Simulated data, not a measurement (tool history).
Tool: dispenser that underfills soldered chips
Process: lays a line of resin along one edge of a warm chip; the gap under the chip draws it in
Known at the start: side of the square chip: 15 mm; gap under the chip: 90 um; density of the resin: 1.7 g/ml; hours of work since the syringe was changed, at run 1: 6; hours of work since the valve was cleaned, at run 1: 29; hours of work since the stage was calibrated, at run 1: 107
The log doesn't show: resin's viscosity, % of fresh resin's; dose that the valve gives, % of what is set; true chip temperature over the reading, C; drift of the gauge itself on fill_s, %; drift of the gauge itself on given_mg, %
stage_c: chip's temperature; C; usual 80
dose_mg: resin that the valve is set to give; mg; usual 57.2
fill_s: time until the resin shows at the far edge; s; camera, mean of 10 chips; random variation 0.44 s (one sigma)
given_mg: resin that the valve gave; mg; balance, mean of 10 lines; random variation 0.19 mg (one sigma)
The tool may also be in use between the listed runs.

run	hour	stage_c	dose_mg	hours of work since the syringe was changed	hours of work since the valve was cleaned	hours of work since the stage was calibrated	fill_s	given_mg
1	0.0	80	57.2	6	29	107	52.1	55.65
# hour 1.1: new syringe of resin
2	10.5	80	57.2	6	35	113	51.0	55.81
# hour 12.9: new syringe of resin
3	16.9	80	57.2	2	39	117	39.4	55.25
4	22.6	80	57.2	6	43	120	51.9	55.61
# hour 24.2: new syringe of resin
5	30.6	80	57.2	4	47	125	44.1	55.42
6	35.0	80	57.2	7	50	127	54.5	55.22
# hour 35.9: new syringe of resin
7	40.2	80	57.2	3	53	130	40.1	54.83
# hour 47.4: new syringe of resin
8	50.8	75	57.2	2	59	137	47.5	54.86
# hour 56.4: dispensing valve cleaned and set on the balance
9	58.9	75	57.2	6	1	141	66.3	57.02
# hour 59.8: new syringe of resin
10	66.5	75	57.2	4	6	145	56.3	56.66
# hour 71.8: new syringe of resin
11	77.2	71	57.2	3	12	152	64.8	56.43
# hour 83.6: new syringe of resin
12	84.0	80	67.0	0	16	155	32.2	66.44
13	91.1	80	67.0	5	20	160	45.0	65.65
# hour 95.1: new syringe of resin
14	97.0	80	67.0	1	24	163	34.9	65.85
# hour 106.5: new syringe of resin
15	106.7	80	67.0	0	29	169	32.3	65.24
16	115.1	80	67.0	5	34	174	48.5	64.61
# hour 117.9: new syringe of resin
17	121.7	91	57.0	2	38	178	22.8	55.03
18	126.5	91	57.0	5	41	180	28.5	55.36
# hour 129.5: new syringe of resin
19	136.6	93	50.2	4	47	186	24.6	48.19
# hour 141.1: new syringe of resin
20	145.8	93	50.2	3	52	192	22.3	47.95
# hour 152.8: new syringe of resin
21	152.8	80	67.0	0	56	196	32.0	64.37
# hour 162.4: dispensing valve cleaned and set on the balance
22	162.4	68	48.9	5	0	201	89.3	48.74
# hour 165.3: new syringe of resin
23	168.7	82	53.3	2	4	205	35.2	53.07
24	175.4	82	53.3	6	8	209	47.6	53.26
# hour 177.1: new syringe of resin
25	182.0	82	53.3	3	11	212	36.6	52.79
# hour 188.8: new syringe of resin
26	190.7	81	62.5	1	17	217	34.4	61.94
27	196.3	93	70.3	5	20	221	25.3	69.57
# hour 200.1: new syringe of resin
28	205.6	89	62.9	3	25	226	27.6	61.85
# hour 212.2: new syringe of resin
29	214.6	89	62.9	1	31	232	24.2	61.50
30	219.9	73	63.9	5	34	235	66.4	62.14
# hour 223.5: new syringe of resin
31	230.7	95	57.2	4	40	241	22.2	55.52

Forecast each of these 4 alternatives for the next run:
# hour 235.2: new syringe of resin
A	236.0	67	52.1	0	43	244	?	?
# hour 235.2: new syringe of resin
B	236.0	80	67.4	0	43	244	?	?
# hour 235.2: new syringe of resin
C	236.0	76	65.9	0	43	244	?	?
# hour 235.2: new syringe of resin
D	236.0	69	58.3	0	43	244	?	?

run	fill_s	given_mg
A	66.8	50.52
B	33.3	65.48
C	41.3	63.80
D	58.2	56.72
Without the tool's hidden state the same runs would have given:
run	fill_s	given_mg
A	62.6	52.04
B	31.4	67.46
C	38.9	65.73
D	54.7	58.43
